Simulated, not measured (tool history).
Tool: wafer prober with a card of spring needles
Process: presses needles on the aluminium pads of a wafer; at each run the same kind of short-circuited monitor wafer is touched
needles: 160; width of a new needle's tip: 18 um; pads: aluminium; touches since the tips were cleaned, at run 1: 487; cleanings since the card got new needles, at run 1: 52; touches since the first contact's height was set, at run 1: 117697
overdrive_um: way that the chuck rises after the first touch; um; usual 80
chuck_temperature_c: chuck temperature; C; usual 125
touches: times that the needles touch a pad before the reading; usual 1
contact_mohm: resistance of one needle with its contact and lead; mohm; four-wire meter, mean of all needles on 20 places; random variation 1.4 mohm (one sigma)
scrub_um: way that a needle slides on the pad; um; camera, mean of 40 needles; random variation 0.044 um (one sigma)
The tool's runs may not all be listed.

run	hour	overdrive_um	chuck_temperature_c	touches	touches since the tips were cleaned	cleanings since the card got new needles	touches since the first contact's height was set	contact_mohm	scrub_um
1	0	80	125	1	487	52	117697	133	20.81
# hour 28.1: tips cleaned on abrasive film
2	49.7	80	125	1	6118	53	131764	193	20.83
# hour 59.4: tips cleaned on abrasive film
# hour 87.5: tips cleaned on abrasive film
# hour 98.2: height of the first contact set anew
# hour 115.1: tips cleaned on abrasive film
3	117.3	94	125	1	611	56	5382	129	24.8
# hour 145.1: tips cleaned on abrasive film
# hour 173.3: tips cleaned on abrasive film
4	192.5	80	125	1	5459	58	26673	195	21.05
# hour 202.5: tips cleaned on abrasive film
# hour 232.1: tips cleaned on abrasive film
5	244.1	97	125	1	3424	60	41251	158	25.46
# hour 259.1: tips cleaned on abrasive film
# hour 288.9: tips cleaned on abrasive film
6	300.2	97	125	1	3198	62	57090	154	25.55
# hour 318.9: tips cleaned on abrasive film
# hour 348: tips cleaned on abrasive film
7	369.8	97	125	1	6186	64	76779	173	25.42
# hour 374.3: tips cleaned on abrasive film
# hour 400.6: tips cleaned on abrasive film
# hour 427: tips cleaned on abrasive film
8	446.6	80	125	1	5545	67	98481	192	20.87
# hour 452.8: tips cleaned on abrasive film
# hour 480.7: tips cleaned on abrasive film
# hour 508.1: tips cleaned on abrasive film
9	512.7	80	125	1	1294	70	117137	149	20.8
# hour 534: tips cleaned on abrasive film
# hour 559.6: tips cleaned on abrasive film
10	565.8	80	89	1	1762	72	132144	157	20.73
# hour 586.5: tips cleaned on abrasive film
# hour 611.6: height of the first contact set anew
# hour 617.8: tips cleaned on abrasive film
11	626.9	96	125	1	2584	74	4309	151	25.27
# hour 646.5: tips cleaned on abrasive film
# hour 673.6: tips cleaned on abrasive film
12	693	96	125	1	5509	76	23001	171	25.3
# hour 699.3: tips cleaned on abrasive film
# hour 727.3: tips cleaned on abrasive film
# hour 753.2: tips cleaned on abrasive film
13	753.2	96	125	1	8	79	39995	124	25.25
# hour 779.3: tips cleaned on abrasive film
# hour 805.5: tips cleaned on abrasive film
14	808.4	80	125	1	824	81	55587	141	20.84
# hour 833: tips cleaned on abrasive film
15	855.9	80	125	1	6495	82	69044	203	20.9
# hour 859.3: tips cleaned on abrasive film
# hour 887.8: tips cleaned on abrasive film
# hour 916: tips cleaned on abrasive film
16	934.3	91	125	1	5190	85	91190	176	23.79

Forecast run 17:
# hour 945.2: tips cleaned on abrasive film
# hour 973.7: tips cleaned on abrasive film
# hour 999.5: tips cleaned on abrasive film
17	999.5	69	84	3	0	88	109591	?	?

Run 17 gave contact_mohm 118 mohm, scrub_um 17.89 um.
Without the tool's hidden state the same run would have given contact_mohm 114 mohm, scrub_um 18.17 um.
